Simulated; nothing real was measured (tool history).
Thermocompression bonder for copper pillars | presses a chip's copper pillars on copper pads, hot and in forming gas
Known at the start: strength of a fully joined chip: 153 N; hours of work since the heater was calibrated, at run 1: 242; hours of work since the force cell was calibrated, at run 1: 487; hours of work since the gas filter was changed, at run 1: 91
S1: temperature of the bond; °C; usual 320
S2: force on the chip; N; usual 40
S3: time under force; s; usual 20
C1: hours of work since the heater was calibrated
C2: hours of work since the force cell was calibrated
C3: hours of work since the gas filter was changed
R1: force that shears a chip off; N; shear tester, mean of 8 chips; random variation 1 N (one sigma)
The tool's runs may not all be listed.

Run 1, hour 0.0: usual settings; C1 242; C2 487; C3 91. Result: R1 84.9 N.
Run 2, hour 42.2: usual settings; C1 267; C2 512; C3 115. Result: R1 82.8 N.
Run 3, hour 85.2: usual settings; C1 292; C2 537; C3 140. Result: R1 82.1 N.
Run 4, hour 152.8: usual settings; C1 331; C2 576; C3 179. Result: R1 78.7 N.
At hour 213.2: forming gas filter changed.
Run 5, hour 215.4: usual settings but S2 29 N; C1 367; C2 612; C3 1. Result: R1 68.1 N.
Run 6, hour 274.8: usual settings; C1 401; C2 647; C3 36. Result: R1 87.9 N.
Run 7, hour 323.3: usual settings; C1 430; C2 675; C3 64. Result: R1 85.7 N.
Run 8, hour 360.5: usual settings; C1 451; C2 696; C3 86. Result: R1 84.3 N.
Run 9, hour 405.5: usual settings; C1 477; C2 723; C3 112. Result: R1 84.7 N.
Run 10, hour 455.0: usual settings; C1 506; C2 751; C3 140. Result: R1 84.2 N.
Run 11, hour 485.9: usual settings; C1 524; C2 769; C3 158. Result: R1 83.1 N.
Run 12, hour 554.9: usual settings; C1 564; C2 809; C3 199. Result: R1 81.9 N.
At hour 581.4: forming gas filter changed.
Run 13, hour 625.0: usual settings; C1 605; C2 850; C3 25. Result: R1 91.8 N.
Run 14, hour 677.5: usual settings but S2 52 N; C1 635; C2 880; C3 56. Result: R1 108.1 N.
Run 15, hour 722.0: usual settings but S1 300 °C; C1 661; C2 906; C3 82. Result: R1 72.2 N.
Run 16, hour 766.6: usual settings but S1 300 °C; C1 687; C2 932; C3 108. Result: R1 69.4 N.
At hour 774.6: heater calibrated with a thermocouple chip.
Run 17, hour 823.3: usual settings but S1 300 °C; C1 28; C2 964; C3 139. Result: R1 61.8 N.
Run 18, hour 878.8: usual settings but S1 345 °C, S3 17 s; C1 61; C2 996; C3 172. Result: R1 90.6 N.
Run 19, hour 930.0: usual settings but S1 340 °C, S2 31 N, S3 17 s; C1 90; C2 1026; C3 201. Result: R1 70.0 N.
At hour 951.0: forming gas filter changed.
Run 20, hour 972.3: usual settings but S1 299 °C, S2 38 N, S3 45 s; C1 115; C2 1050; C3 12. Result: R1 83.7 N.
Run 21, hour 1009.4: usual settings but S1 299 °C, S2 38 N, S3 45 s; C1 136; C2 1072; C3 34. Result: R1 81.6 N.
Run 22, hour 1046.5: usual settings but S1 299 °C, S2 38 N, S3 45 s; C1 158; C2 1093; C3 56. Result: R1 79.9 N.
Run 23, hour 1099.7: usual settings but S1 299 °C, S2 38 N, S3 45 s; C1 189; C2 1124; C3 86. Result: R1 79.4 N.
Run 24, hour 1132.2: usual settings but S1 299 °C, S2 49 N, S3 11 s; C1 207; C2 1143; C3 105. Result: R1 60.5 N.
Run 25, hour 1177.0: usual settings but S1 319 °C, S2 35 N; C1 234; C2 1169; C3 131. Result: R1 71.2 N.
Run 26, hour 1240.1: usual settings but S1 297 °C, S3 38 s; C1 270; C2 1206; C3 168. Result: R1 72.4 N.
Run 27, hour 1271.2: usual settings but S1 311 °C, S2 25 N, S3 21 s; C1 288; C2 1224; C3 186. Result: R1 46.6 N.
At hour 1320.8: forming gas filter changed.
Run 28, hour 1333.0: usual settings but S1 344 °C, S2 39 N, S3 10 s; C1 324; C2 1259; C3 7. Result: R1 83.6 N.
Run 29, hour 1371.7: usual settings but S1 317 °C, S2 26 N, S3 17 s; C1 346; C2 1282; C3 30. Result: R1 52.1 N.
Run 30, hour 1415.3: usual settings but S1 350 °C, S2 59 N; C1 372; C2 1307; C3 55. Result: R1 128.3 N.
Run 31, hour 1471.2: usual settings but S1 350 °C, S2 59 N; C1 404; C2 1340; C3 87. Result: R1 125.5 N.
Run 32, hour 1526.2: usual settings but S1 325 °C, S2 50 N, S3 12 s; C1 436; C2 1372; C3 119. Result: R1 86.0 N.
Run 33, hour 1584.5: usual settings but S1 325 °C, S2 50 N, S3 12 s; C1 470; C2 1405; C3 153. Result: R1 86.3 N.

Hidden state or all else? Some run-to-run changes of R1, split into what the settings, what came in and random variation would give without the hidden state, and what is left for the hidden state (with any gauge scatter that isn't in both results):
The hidden state here: true temperature of the bond over the reading, C; force that reaches the chip, % of what is set; oxide that the forming gas leaves, % of the face; drift of the gauge itself on shear_n, %.
Run 4 -> 5: S2 40 -> 29, forming gas filter changed. R1 -10.6 N: hidden state +9.2, all else -19.8.
Run 12 -> 13: forming gas filter changed. R1 +9.9 N: hidden state +9.9, all else +0.0.
Run 16 -> 17: heater calibrated with a thermocouple chip. R1 -7.6 N: hidden state -10.1, all else +2.5.
Run 27 -> 28: S1 311 -> 344, S2 25 -> 39, S3 21 -> 10, forming gas filter changed. R1 +37.0 N: hidden state +5.1, all else +31.9.
Run 29 -> 30: S1 317 -> 350, S2 26 -> 59, S3 17 -> 20. R1 +76.2 N: hidden state -3.3, all else +79.5.
Run 31 -> 32: S1 350 -> 325, S2 59 -> 50, S3 20 -> 12. R1 -39.5 N: hidden state +1.0, all else -40.5.
